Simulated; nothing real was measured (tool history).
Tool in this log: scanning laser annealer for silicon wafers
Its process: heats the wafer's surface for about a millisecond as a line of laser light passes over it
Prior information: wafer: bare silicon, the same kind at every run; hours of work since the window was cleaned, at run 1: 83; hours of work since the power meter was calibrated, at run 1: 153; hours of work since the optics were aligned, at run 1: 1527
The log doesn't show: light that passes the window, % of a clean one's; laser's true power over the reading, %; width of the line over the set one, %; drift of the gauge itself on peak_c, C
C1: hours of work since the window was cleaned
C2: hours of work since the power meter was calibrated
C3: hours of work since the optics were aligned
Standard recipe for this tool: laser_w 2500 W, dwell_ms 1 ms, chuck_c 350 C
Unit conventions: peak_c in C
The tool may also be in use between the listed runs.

{"run": 1, "day": 0.0, "laser_w": 2500, "dwell_ms": 1, "chuck_c": 350, "C1": 83, "C2": 153, "C3": 1527, "peak_c": 1151}
{"run": 2, "day": 0.471, "laser_w": 2500, "dwell_ms": 0.94, "chuck_c": 350, "C1": 92, "C2": 162, "C3": 1535, "peak_c": 1127}
{"run": 3, "day": 0.975, "laser_w": 2500, "dwell_ms": 0.94, "chuck_c": 350, "C1": 101, "C2": 171, "C3": 1544, "peak_c": 1131}
{"run": 4, "day": 1.283, "laser_w": 2500, "dwell_ms": 0.82, "chuck_c": 350, "C1": 106, "C2": 177, "C3": 1550, "peak_c": 1084}
{"run": 5, "day": 1.692, "laser_w": 2500, "dwell_ms": 0.82, "chuck_c": 350, "C1": 114, "C2": 184, "C3": 1557, "peak_c": 1081}
{"run": 6, "day": 1.971, "laser_w": 2500, "dwell_ms": 0.82, "chuck_c": 350, "C1": 119, "C2": 189, "C3": 1562, "peak_c": 1080}
{"run": 7, "day": 2.388, "laser_w": 2500, "dwell_ms": 0.82, "chuck_c": 350, "C1": 126, "C2": 196, "C3": 1570, "peak_c": 1078}
{"run": 8, "day": 2.796, "laser_w": 2500, "dwell_ms": 0.82, "chuck_c": 350, "C1": 134, "C2": 204, "C3": 1577, "peak_c": 1081}
{"run": 9, "day": 3.204, "laser_w": 2500, "dwell_ms": 0.82, "chuck_c": 350, "C1": 141, "C2": 211, "C3": 1585, "peak_c": 1080}
{"run": 10, "day": 3.446, "laser_w": 2500, "dwell_ms": 0.82, "chuck_c": 350, "C1": 145, "C2": 215, "C3": 1589, "peak_c": 1082}
{"run": 11, "day": 4.021, "laser_w": 2422, "dwell_ms": 1, "chuck_c": 350, "C1": 156, "C2": 226, "C3": 1599, "peak_c": 1113}
{"run": 12, "day": 4.325, "laser_w": 2422, "dwell_ms": 1, "chuck_c": 350, "C1": 161, "C2": 231, "C3": 1605, "peak_c": 1112}
{"run": 13, "day": 4.838, "laser_w": 2422, "dwell_ms": 1, "chuck_c": 350, "C1": 170, "C2": 241, "C3": 1614, "peak_c": 1112}
{"run": 14, "day": 5.329, "laser_w": 2422, "dwell_ms": 1, "chuck_c": 336, "C1": 179, "C2": 249, "C3": 1623, "peak_c": 1094}
{"run": 15, "day": 5.662, "laser_w": 2422, "dwell_ms": 1, "chuck_c": 336, "C1": 185, "C2": 255, "C3": 1629, "peak_c": 1095}
{"run": 16, "day": 6.079, "laser_w": 2422, "dwell_ms": 1, "chuck_c": 336, "C1": 193, "C2": 263, "C3": 1636, "peak_c": 1095}
{"run": 17, "day": 6.629, "laser_w": 2422, "dwell_ms": 1, "chuck_c": 336, "C1": 203, "C2": 273, "C3": 1646, "peak_c": 1097}
{"day": 7.146, "done": "optics aligned, line set to its width"}
{"run": 18, "day": 7.383, "laser_w": 2422, "dwell_ms": 1, "chuck_c": 336, "C1": 212, "C2": 283, "C3": 4, "peak_c": 1089}
{"run": 19, "day": 7.746, "laser_w": 2500, "dwell_ms": 1, "chuck_c": 350, "C1": 219, "C2": 289, "C3": 11, "peak_c": 1136}
{"run": 20, "day": 8.204, "laser_w": 2500, "dwell_ms": 1, "chuck_c": 350, "C1": 227, "C2": 297, "C3": 19, "peak_c": 1138}
{"day": 8.717, "done": "optics aligned, line set to its width, once more"}
{"run": 21, "day": 8.867, "laser_w": 2594, "dwell_ms": 1.1, "chuck_c": 389, "C1": 235, "C2": 306, "C3": 3, "peak_c": 1291}
{"run": 22, "day": 9.304, "laser_w": 2398, "dwell_ms": 1.02, "chuck_c": 389, "C1": 243, "C2": 313, "C3": 11, "peak_c": 1173}
{"run": 23, "day": 9.817, "laser_w": 2398, "dwell_ms": 1.02, "chuck_c": 389, "C1": 252, "C2": 323, "C3": 20, "peak_c": 1173}
{"run": 24, "day": 10.15, "laser_w": 2159, "dwell_ms": 0.77, "chuck_c": 372, "C1": 258, "C2": 329, "C3": 26, "peak_c": 970}
{"run": 25, "day": 10.496, "laser_w": 2566, "dwell_ms": 0.77, "chuck_c": 364, "C1": 265, "C2": 335, "C3": 32, "peak_c": 1121}
{"run": 26, "day": 11.004, "laser_w": 2551, "dwell_ms": 1, "chuck_c": 350, "C1": 274, "C2": 344, "C3": 41, "peak_c": 1193}
{"run": 27, "day": 11.525, "laser_w": 2748, "dwell_ms": 1, "chuck_c": 315, "C1": 283, "C2": 353, "C3": 51, "peak_c": 1239}
{"run": 28, "day": 11.9, "laser_w": 2748, "dwell_ms": 1, "chuck_c": 315, "C1": 290, "C2": 360, "C3": 57, "peak_c": 1245}
{"run": 29, "day": 12.238, "laser_w": 2748, "dwell_ms": 1, "chuck_c": 315, "C1": 296, "C2": 366, "C3": 63, "peak_c": 1237}
{"run": 30, "day": 12.817, "laser_w": 2748, "dwell_ms": 1, "chuck_c": 315, "C1": 306, "C2": 377, "C3": 74, "peak_c": 1237}
{"run": 31, "day": 13.108, "laser_w": 2748, "dwell_ms": 1, "chuck_c": 315, "C1": 312, "C2": 382, "C3": 79, "peak_c": 1242}
{"run": 32, "day": 13.425, "laser_w": 2748, "dwell_ms": 1, "chuck_c": 315, "C1": 317, "C2": 388, "C3": 85, "peak_c": 1240}
{"run": 33, "day": 13.717, "laser_w": 2286, "dwell_ms": 0.81, "chuck_c": 378, "C1": 323, "C2": 393, "C3": 90, "peak_c": 1036}
{"run": 34, "day": 13.975, "laser_w": 2286, "dwell_ms": 0.81, "chuck_c": 314, "C1": 327, "C2": 397, "C3": 95, "peak_c": 973}
{"run": 35, "day": 14.225, "laser_w": 2726, "dwell_ms": 0.81, "chuck_c": 348, "C1": 332, "C2": 402, "C3": 99, "peak_c": 1181}
{"run": 36, "day": 14.608, "laser_w": 2501, "dwell_ms": 1, "chuck_c": 352, "C1": 339, "C2": 409, "C3": 106, "peak_c": 1162}
{"run": 37, "day": 15.162, "laser_w": 2568, "dwell_ms": 1, "chuck_c": 351, "C1": 349, "C2": 419, "C3": 116, "peak_c": 1189}
{"run": 38, "day": 15.488, "laser_w": 2568, "dwell_ms": 1, "chuck_c": 351, "C1": 354, "C2": 425, "C3": 122, "peak_c": 1194}
{"run": 39, "day": 16.038, "laser_w": 2500, "dwell_ms": 1, "chuck_c": 382, "C1": 364, "C2": 435, "C3": 132, "peak_c": 1192}
{"run": 40, "day": 16.329, "laser_w": 2500, "dwell_ms": 1, "chuck_c": 382, "C1": 370, "C2": 440, "C3": 137, "peak_c": 1194}

Forecast each of these 5 alternatives for the next run:
{"run": "A", "day": 16.908, "laser_w": 2185, "dwell_ms": 1.12, "chuck_c": 350, "C1": 380, "C2": 450, "C3": 147, "peak_c": "?"}
{"run": "B", "day": 16.908, "laser_w": 2593, "dwell_ms": 0.72, "chuck_c": 376, "C1": 380, "C2": 450, "C3": 147, "peak_c": "?"}
{"run": "C", "day": 16.908, "laser_w": 2500, "dwell_ms": 1.06, "chuck_c": 382, "C1": 380, "C2": 450, "C3": 147, "peak_c": "?"}
{"run": "D", "day": 16.908, "laser_w": 2388, "dwell_ms": 0.77, "chuck_c": 317, "C1": 380, "C2": 450, "C3": 147, "peak_c": "?"}
{"run": "E", "day": 16.908, "laser_w": 2289, "dwell_ms": 0.87, "chuck_c": 349, "C1": 380, "C2": 450, "C3": 147, "peak_c": "?"}

run=A peak_c=1064
run=B peak_c=1117
run=C peak_c=1212
run=D peak_c=999
run=E peak_c=1029
With the hidden condition removed and each run's random variation left untouched, the same runs would have given:
run=A peak_c=1090
run=B peak_c=1144
run=C peak_c=1242
run=D peak_c=1023
run=E peak_c=1054

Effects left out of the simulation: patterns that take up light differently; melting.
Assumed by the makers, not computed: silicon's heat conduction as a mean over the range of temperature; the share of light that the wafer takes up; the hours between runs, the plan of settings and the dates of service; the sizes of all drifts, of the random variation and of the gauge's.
